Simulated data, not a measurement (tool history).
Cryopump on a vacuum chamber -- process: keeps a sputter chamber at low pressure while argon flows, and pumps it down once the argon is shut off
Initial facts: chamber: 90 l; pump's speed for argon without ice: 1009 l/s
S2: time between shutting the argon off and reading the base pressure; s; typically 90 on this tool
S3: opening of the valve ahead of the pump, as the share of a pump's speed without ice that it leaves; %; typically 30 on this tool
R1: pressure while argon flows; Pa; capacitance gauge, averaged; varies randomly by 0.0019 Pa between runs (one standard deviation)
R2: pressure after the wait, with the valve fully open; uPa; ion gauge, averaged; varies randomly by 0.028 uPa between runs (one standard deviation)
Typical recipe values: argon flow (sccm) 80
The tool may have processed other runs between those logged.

{"run": 1, "hour": 0.0, "argon flow (sccm)": 80, "S2": 90, "S3": 30, "R1": 0.4559, "R2": 2.76}
{"run": 2, "hour": 97.0, "argon flow (sccm)": 80, "S2": 90, "S3": 30, "R1": 0.457, "R2": 2.92}
{"run": 3, "hour": 184.3, "argon flow (sccm)": 80, "S2": 90, "S3": 30, "R1": 0.459, "R2": 2.85}
{"run": 4, "hour": 235.8, "argon flow (sccm)": 80, "S2": 90, "S3": 30, "R1": 0.4617, "R2": 2.81}
{"run": 5, "hour": 281.8, "argon flow (sccm)": 120, "S2": 90, "S3": 30, "R1": 0.6879, "R2": 2.97}
{"run": 6, "hour": 329.6, "argon flow (sccm)": 120, "S2": 90, "S3": 30, "R1": 0.6907, "R2": 2.98}
{"run": 7, "hour": 409.7, "argon flow (sccm)": 80, "S2": 90, "S3": 39, "R1": 0.3579, "R2": 2.94}
{"run": 8, "hour": 503.4, "argon flow (sccm)": 80, "S2": 90, "S3": 30, "R1": 0.462, "R2": 3.02}
{"run": 9, "hour": 609.1, "argon flow (sccm)": 80, "S2": 90, "S3": 30, "R1": 0.4644, "R2": 3.09}
{"run": 10, "hour": 694.4, "argon flow (sccm)": 80, "S2": 90, "S3": 30, "R1": 0.4613, "R2": 3.13}
{"run": 11, "hour": 760.6, "argon flow (sccm)": 39, "S2": 90, "S3": 30, "R1": 0.2265, "R2": 3.17}
{"run": 12, "hour": 838.2, "argon flow (sccm)": 39, "S2": 90, "S3": 30, "R1": 0.2269, "R2": 3.3}
{"run": 13, "hour": 886.1, "argon flow (sccm)": 80, "S2": 90, "S3": 30, "R1": 0.4713, "R2": 3.24}
{"run": 14, "hour": 967.8, "argon flow (sccm)": 80, "S2": 90, "S3": 30, "R1": 0.4716, "R2": 3.29}
{"run": 15, "hour": 1064.5, "argon flow (sccm)": 80, "S2": 90, "S3": 30, "R1": 0.4702, "R2": 3.46}
{"run": 16, "hour": 1139.9, "argon flow (sccm)": 80, "S2": 90, "S3": 30, "R1": 0.4703, "R2": 3.55}
{"run": 17, "hour": 1243.9, "argon flow (sccm)": 80, "S2": 90, "S3": 30, "R1": 0.4744, "R2": 3.51}
{"run": 18, "hour": 1305.7, "argon flow (sccm)": 80, "S2": 90, "S3": 30, "R1": 0.475, "R2": 3.54}
{"run": 19, "hour": 1363.6, "argon flow (sccm)": 80, "S2": 90, "S3": 30, "R1": 0.4789, "R2": 3.63}
{"run": 20, "hour": 1468.6, "argon flow (sccm)": 80, "S2": 90, "S3": 33, "R1": 0.4372, "R2": 3.66}
{"run": 21, "hour": 1536.4, "argon flow (sccm)": 106, "S2": 97, "S3": 35, "R1": 0.5461, "R2": 3.59}
{"run": 22, "hour": 1636.7, "argon flow (sccm)": 106, "S2": 53, "S3": 35, "R1": 0.5488, "R2": 4.52}
{"run": 23, "hour": 1747.3, "argon flow (sccm)": 107, "S2": 80, "S3": 25, "R1": 0.7572, "R2": 4.09}
{"run": 24, "hour": 1833.1, "argon flow (sccm)": 73, "S2": 105, "S3": 17, "R1": 0.7523, "R2": 3.91}
{"run": 25, "hour": 1913.4, "argon flow (sccm)": 39, "S2": 105, "S3": 17, "R1": 0.4004, "R2": 3.78}
{"hour": 2022.6, "done": "pump warmed up, emptied and cooled again"}
{"run": 26, "hour": 2029.1, "argon flow (sccm)": 39, "S2": 105, "S3": 17, "R1": 0.3877, "R2": 3.37}
{"run": 27, "hour": 2098.7, "argon flow (sccm)": 39, "S2": 24, "S3": 17, "R1": 0.3858, "R2": 6.34}
{"run": 28, "hour": 2199.4, "argon flow (sccm)": 39, "S2": 24, "S3": 17, "R1": 0.3886, "R2": 6.25}
{"run": 29, "hour": 2287.6, "argon flow (sccm)": 81, "S2": 131, "S3": 51, "R1": 0.2733, "R2": 3.24}
{"run": 30, "hour": 2372.8, "argon flow (sccm)": 81, "S2": 131, "S3": 51, "R1": 0.2757, "R2": 3.28}
{"run": 31, "hour": 2442.2, "argon flow (sccm)": 48, "S2": 90, "S3": 17, "R1": 0.4815, "R2": 3.74}
{"run": 32, "hour": 2499.2, "argon flow (sccm)": 38, "S2": 90, "S3": 46, "R1": 0.1427, "R2": 3.68}
{"run": 33, "hour": 2594.1, "argon flow (sccm)": 80, "S2": 28, "S3": 15, "R1": 0.9043, "R2": 6.07}
{"run": 34, "hour": 2658.3, "argon flow (sccm)": 80, "S2": 28, "S3": 15, "R1": 0.906, "R2": 6.14}

Predict each of these 3 candidate next runs independently; none follows another, all start after run 34:
{"run": "A", "hour": 2716.9, "argon flow (sccm)": 93, "S2": 28, "S3": 15, "R1": "?", "R2": "?"}
{"run": "B", "hour": 2716.9, "argon flow (sccm)": 80, "S2": 100, "S3": 30, "R1": "?", "R2": "?"}
{"run": "C", "hour": 2716.9, "argon flow (sccm)": 52, "S2": 26, "S3": 30, "R1": "?", "R2": "?"}

run=A R1=1.0534 R2=6.05
run=B R1=0.4555 R2=3.93
run=C R1=0.2984 R2=6.48
Had the tool no hidden state, the same runs would have come out as:
run=A R1=1.0405 R2=3.49
run=B R1=0.4445 R2=1.26
run=C R1=0.2912 R2=3.86
